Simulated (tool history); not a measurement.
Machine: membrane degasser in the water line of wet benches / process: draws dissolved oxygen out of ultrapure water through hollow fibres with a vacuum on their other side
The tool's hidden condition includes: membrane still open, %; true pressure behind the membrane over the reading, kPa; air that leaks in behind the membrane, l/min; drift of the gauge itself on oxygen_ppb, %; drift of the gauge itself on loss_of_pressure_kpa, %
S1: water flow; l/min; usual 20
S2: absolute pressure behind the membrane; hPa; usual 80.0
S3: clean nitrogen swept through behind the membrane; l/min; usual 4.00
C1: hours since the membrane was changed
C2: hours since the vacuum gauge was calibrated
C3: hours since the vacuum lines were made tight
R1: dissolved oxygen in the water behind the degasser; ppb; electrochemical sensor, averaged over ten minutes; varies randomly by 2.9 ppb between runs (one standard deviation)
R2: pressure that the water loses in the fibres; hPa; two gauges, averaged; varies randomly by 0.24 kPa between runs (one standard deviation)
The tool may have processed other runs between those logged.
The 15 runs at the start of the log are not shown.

run 16 day=151.225 | S1=31 S2=80.0 S3=4.00 | C1=2242 C2=4408 C3=2729 | R1=699.8 R2=984.8
run 17 day=163.612 | S1=15 S2=111.6 S3=7.41 | C1=2539 C2=4705 C3=3026 | R1=140.3 R2=476.6
run 18 day=172.846 | S1=15 S2=111.6 S3=7.41 | C1=2761 C2=4927 C3=3248 | R1=140.4 R2=479.3
run 19 day=186.033 | S1=27 S2=136.4 S3=4.32 | C1=3077 C2=5243 C3=3564 | R1=615.9 R2=860.1
run 20 day=192.033 | S1=27 S2=136.4 S3=4.32 | C1=3221 C2=5387 C3=3708 | R1=616.1 R2=859.1
run 21 day=200.904 | S1=15 S2=197.1 S3=4.32 | C1=3434 C2=5600 C3=3921 | R1=234.2 R2=475.5
run 22 day=212.767 | S1=15 S2=168.2 S3=2.78 | C1=3719 C2=5885 C3=4206 | R1=268.3 R2=480.0
run 23 day=219.562 | S1=18 S2=116.1 S3=4.00 | C1=3882 C2=6048 C3=4369 | R1=265.3 R2=573.5
run 24 day=226.975 | S1=27 S2=80.0 S3=4.00 | C1=4060 C2=6226 C3=4547 | R1=539.0 R2=858.4
run 25 day=234.062 | S1=19 S2=80.0 S3=5.67 | C1=4230 C2=6396 C3=4717 | R1=242.9 R2=605.2
-- day=238.833 vacuum gauge calibrated
run 26 day=246.954 | S1=20 S2=113.2 S3=4.00 | C1=4539 C2=195 C3=5026 | R1=329.1 R2=635.9
run 27 day=254.121 | S1=23 S2=66.7 S3=3.36 | C1=4711 C2=367 C3=5198 | R1=385.7 R2=729.0
run 28 day=267.450 | S1=19 S2=80.0 S3=4.00 | C1=5031 C2=687 C3=5518 | R1=263.7 R2=602.9
-- day=273.112 seals of the vacuum lines changed
run 29 day=274.729 | S1=19 S2=80.0 S3=4.00 | C1=5203 C2=859 C3=39 | R1=257.7 R2=606.0
run 30 day=288.275 | S1=14 S2=112.7 S3=4.00 | C1=5529 C2=1185 C3=364 | R1=147.6 R2=446.5
run 31 day=301.296 | S1=14 S2=94.8 S3=2.46 | C1=5841 C2=1497 C3=676 | R1=165.6 R2=446.1

Each row is a separate what-if for the run after 31, all from the same tool condition, not one after another. Results?
run A day=311.525 | S1=17 S2=65.1 S3=2.46 | C1=6086 C2=1743 C3=922 | R1=? R2=?
run B day=311.525 | S1=22 S2=94.8 S3=2.46 | C1=6086 C2=1743 C3=922 | R1=? R2=?
run C day=311.525 | S1=20 S2=80.0 S3=2.68 | C1=6086 C2=1743 C3=922 | R1=? R2=?
run D day=311.525 | S1=14 S2=162.8 S3=2.46 | C1=6086 C2=1743 C3=922 | R1=? R2=?
run E day=311.525 | S1=20 S2=48.7 S3=9.56 | C1=6086 C2=1743 C3=922 | R1=? R2=?

run=A R1=200.3 R2=539.9
run=B R1=419.4 R2=698.0
run=C R1=316.2 R2=635.6
run=D R1=257.7 R2=444.5
run=E R1=241.4 R2=632.3
Stripped of hidden state, with their random variation kept, the same runs would have yielded:
run=A R1=199.8 R2=539.5
run=B R1=418.6 R2=697.4
run=C R1=315.5 R2=635.1
run=D R1=257.4 R2=444.2
run=E R1=240.8 R2=631.8
